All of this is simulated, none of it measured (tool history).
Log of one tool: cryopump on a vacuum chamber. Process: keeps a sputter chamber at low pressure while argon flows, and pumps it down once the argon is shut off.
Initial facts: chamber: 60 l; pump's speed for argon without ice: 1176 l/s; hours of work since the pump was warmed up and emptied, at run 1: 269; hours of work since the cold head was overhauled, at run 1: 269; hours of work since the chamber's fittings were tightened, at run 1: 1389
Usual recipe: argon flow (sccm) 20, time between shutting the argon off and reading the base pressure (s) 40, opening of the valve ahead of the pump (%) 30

run	hour	argon flow (sccm)	time between shutting the argon off and reading the base pressure (s)	opening of the valve ahead of the pump (%)	hours of work since the pump was warmed up and emptied	hours of work since the cold head was overhauled	hours of work since the chamber's fittings were tightened	pressure while argon flows (Pa)	pressure after the wait (uPa)
1	0	20	40	30	269	269	1389	0.0988	2.95
2	103.4	20	22	30	315	315	1434	0.1004	4.18
3	170.2	20	22	30	344	344	1464	0.1013	4.17
4	242.2	20	40	19	376	376	1495	0.1567	2.94
5	330.6	30	40	30	414	414	1534	0.1555	3.11
6	379.4	20	40	17	436	436	1555	0.1764	3.11
7	453.7	20	40	30	468	468	1588	0.1026	3.26
8	544.4	20	40	47	508	508	1628	0.0701	3.39
9	638.9	20	40	47	550	550	1669	0.0693	3.31
10	706.1	20	40	48	579	579	1699	0.0701	3.32
11	755.5	20	40	48	601	601	1720	0.0696	3.51
12	817.8	20	40	48	628	628	1748	0.0704	3.57
13	882.5	20	151	30	656	656	1776	0.1086	2.5
14	968	18	87	30	694	694	1813	0.0977	2.88
# hour 978.2: pump warmed up, emptied and cooled again
15	1023.3	39	43	29	20	716	1835	0.1935	2.96
16	1126.2	16	196	18	65	761	1881	0.129	1.91
17	1217.3	9	258	23	105	801	1920	0.0575	1.87
18	1286.1	9	258	23	135	831	1951	0.0577	1.98
19	1383.7	21	49	37	178	874	1993	0.0844	2.87
20	1500.9	20	280	30	229	925	2045	0.0992	2.08
21	1589	20	280	16	268	964	2083	0.1842	2.18
22	1687.8	20	40	60	311	1007	2127	0.0526	3.56
23	1793	20	216	32	357	1053	2173	0.0957	2.34
24	1871.9	16	40	33	392	1088	2207	0.0743	3.6
25	1959.9	16	40	33	430	1126	2246	0.076	3.77

What if the next run were any one of these 3? Each begins from the tool's condition after run 25:
A	2024.7	16	40	24	459	1155	2274	?	?
B	2024.7	35	122	32	459	1155	2274	?	?
C	2024.7	15	29	34	459	1155	2274	?	?

run	pressure while argon flows (Pa)	pressure after the wait (uPa)
A	0.1036	3.82
B	0.171	2.83
C	0.0691	4.3
Stripped of hidden state, with their random variation kept, the same runs would have yielded:
run	pressure while argon flows (Pa)	pressure after the wait (uPa)
A	0.0976	1.76
B	0.158	0.78
C	0.0636	2.27

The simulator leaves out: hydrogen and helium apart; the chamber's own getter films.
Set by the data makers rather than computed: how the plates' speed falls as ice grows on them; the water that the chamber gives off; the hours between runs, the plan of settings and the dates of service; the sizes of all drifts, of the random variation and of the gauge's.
